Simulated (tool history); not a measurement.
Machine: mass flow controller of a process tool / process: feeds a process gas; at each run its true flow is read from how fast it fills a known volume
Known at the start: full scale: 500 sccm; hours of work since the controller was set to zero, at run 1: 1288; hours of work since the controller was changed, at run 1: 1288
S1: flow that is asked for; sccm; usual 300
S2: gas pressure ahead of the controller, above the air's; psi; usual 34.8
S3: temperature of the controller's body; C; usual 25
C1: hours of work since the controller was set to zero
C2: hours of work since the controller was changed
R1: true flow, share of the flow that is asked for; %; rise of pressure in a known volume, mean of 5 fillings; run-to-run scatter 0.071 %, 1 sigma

run,hour,S1,S2,S3,C1,C2,R1
1,0.0,300,34.8,25,1288,1288,99.21
2,243.4,439,34.8,25,1372,1372,100.00
3,429.3,439,34.8,25,1436,1436,99.90
4,778.4,439,34.8,23,1556,1556,99.83
5,1115.8,439,34.8,23,1672,1672,99.80
6,1446.5,498,34.8,23,1786,1786,100.13
7,1592.5,300,34.8,29,1836,1836,99.66
8,1867.0,300,34.8,29,1930,1930,99.64
9,2034.2,300,34.8,29,1988,1988,99.80
10,2321.7,300,34.8,29,2087,2087,99.69
11,2512.2,61,34.8,29,2152,2152,97.48
12,2760.1,61,34.8,29,2238,2238,97.30
13,3110.9,300,34.8,25,2358,2358,99.44
14,3382.5,300,34.8,25,2452,2452,99.54
15,3534.6,300,34.8,25,2504,2504,99.52
16,3732.2,300,28.9,25,2572,2572,99.20
17,4038.9,300,28.9,25,2678,2678,99.07
18,4363.8,156,34.8,25,2790,2790,98.59
19,4621.0,300,34.8,25,2878,2878,99.68
20,4800.4,123,34.8,25,2940,2940,98.20
21,5147.7,123,34.8,25,3059,3059,97.99
22,5502.0,300,34.8,25,3181,3181,99.59
23,5659.3,300,34.8,25,3236,3236,99.51
24,5888.3,300,34.8,25,3314,3314,99.52
25,6240.2,300,34.8,25,3435,3435,99.58
26,6548.6,103,38.9,40,3542,3542,99.13
27,6704.0,413,34.8,33,3595,3595,100.86
28,6866.4,126,34.8,33,3651,3651,98.83
29,7013.6,148,26.5,37,3702,3702,98.95
30,7166.6,148,26.5,37,3754,3754,98.90
31,7382.9,88,31.3,21,3829,3829,96.85
32,7597.3,88,33.6,23,3903,3903,97.11
# hour 7619.5: controller's zero set anew
33,7842.9,69,34.8,22,77,3987,95.30
34,8161.0,189,34.8,38,186,4096,99.57
# hour 8352.5: controller's zero set anew, once more
35,8413.4,189,34.8,38,21,4183,100.79
36,8729.1,189,32.1,31,130,4292,100.18
37,8920.0,118,36.8,31,195,4357,100.21
38,9127.9,300,21.5,39,267,4429,100.72
39,9480.5,300,21.5,39,388,4550,100.89
40,9755.0,87,26.3,27,483,4645,99.02
41,10001.9,87,26.3,27,568,4730,99.00
42,10304.1,495,32.2,25,672,4834,100.78
43,10483.6,495,28.4,25,733,4896,100.86
44,10689.7,401,28.4,35,804,4967,101.22
45,10881.8,101,20.7,25,871,5033,98.77
46,11197.3,101,20.7,25,979,5141,98.74
47,11392.2,230,32.8,28,1046,5208,100.31

Below are 5 alternative next runs, each starting from the tool's condition after run 47. Predict each:
A,11727.3,63,33.9,21,1162,5324,?
B,11727.3,300,34.8,32,1162,5324,?
C,11727.3,300,38.0,25,1162,5324,?
D,11727.3,300,34.8,37,1162,5324,?
E,11727.3,69,30.5,33,1162,5324,?

run,R1
A,98.30
B,101.01
C,100.42
D,101.29
E,99.16
With no hidden state in the tool, these same runs would have given:
run,R1
A,98.41
B,100.21
C,99.62
D,100.48
E,99.17

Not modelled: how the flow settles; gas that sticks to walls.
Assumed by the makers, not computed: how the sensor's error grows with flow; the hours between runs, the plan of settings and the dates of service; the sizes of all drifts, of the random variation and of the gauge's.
